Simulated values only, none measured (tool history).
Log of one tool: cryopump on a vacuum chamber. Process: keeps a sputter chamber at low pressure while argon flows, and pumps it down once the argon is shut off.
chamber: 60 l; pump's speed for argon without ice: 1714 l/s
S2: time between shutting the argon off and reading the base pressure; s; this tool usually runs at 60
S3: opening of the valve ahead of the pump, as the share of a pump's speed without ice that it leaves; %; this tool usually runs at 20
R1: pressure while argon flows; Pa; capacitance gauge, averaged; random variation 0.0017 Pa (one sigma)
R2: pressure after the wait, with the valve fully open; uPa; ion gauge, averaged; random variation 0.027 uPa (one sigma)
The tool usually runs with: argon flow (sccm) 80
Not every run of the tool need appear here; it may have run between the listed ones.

{"run": 1, "hour": 0.0, "argon flow (sccm)": 80, "S2": 60, "S3": 20, "R1": 0.4042, "R2": 2.67}
{"run": 2, "hour": 23.5, "argon flow (sccm)": 80, "S2": 60, "S3": 20, "R1": 0.4024, "R2": 2.6}
{"run": 3, "hour": 44.3, "argon flow (sccm)": 80, "S2": 60, "S3": 20, "R1": 0.4029, "R2": 2.62}
{"run": 4, "hour": 69.3, "argon flow (sccm)": 80, "S2": 60, "S3": 20, "R1": 0.4024, "R2": 2.74}
{"run": 5, "hour": 90.8, "argon flow (sccm)": 42, "S2": 60, "S3": 20, "R1": 0.2117, "R2": 2.63}
{"run": 6, "hour": 110.0, "argon flow (sccm)": 42, "S2": 60, "S3": 20, "R1": 0.2113, "R2": 2.61}
{"run": 7, "hour": 124.7, "argon flow (sccm)": 42, "S2": 60, "S3": 20, "R1": 0.2125, "R2": 2.64}
{"run": 8, "hour": 141.8, "argon flow (sccm)": 44, "S2": 46, "S3": 20, "R1": 0.2255, "R2": 3.03}
{"run": 9, "hour": 161.3, "argon flow (sccm)": 37, "S2": 138, "S3": 53, "R1": 0.074, "R2": 2.13}
{"run": 10, "hour": 176.7, "argon flow (sccm)": 45, "S2": 172, "S3": 48, "R1": 0.0992, "R2": 2}
{"run": 11, "hour": 203.3, "argon flow (sccm)": 45, "S2": 190, "S3": 33, "R1": 0.1408, "R2": 2.09}
{"run": 12, "hour": 222.5, "argon flow (sccm)": 152, "S2": 145, "S3": 24, "R1": 0.6447, "R2": 2.14}
{"run": 13, "hour": 247.2, "argon flow (sccm)": 35, "S2": 245, "S3": 24, "R1": 0.1502, "R2": 2.07}
{"run": 14, "hour": 267.4, "argon flow (sccm)": 35, "S2": 245, "S3": 24, "R1": 0.1496, "R2": 1.99}

How would selected steps in R1 from run to run divide? Give the signed amount a tool lacking its hidden state would still show from settings, what came in and random variation, and the signed amount left for the hidden state, including any gauge scatter that is not in both of the compared results.
The hidden state here: pump's speed, % of a pump's without ice; cold plate's temperature, K; leak into the chamber, uPa l/s; drift of the gauge itself on working_pa, %; drift of the gauge itself on base_upa, %.
Run 11 -> 12: argon flow (sccm) 45 -> 152, S2 190 -> 145, S3 33 -> 24. R1 +0.5039 Pa: hidden state +0.0155, all else +0.4884.
Run 12 -> 13: argon flow (sccm) 152 -> 35, S2 145 -> 245. R1 -0.4945 Pa: hidden state -0.0166, all else -0.4779.
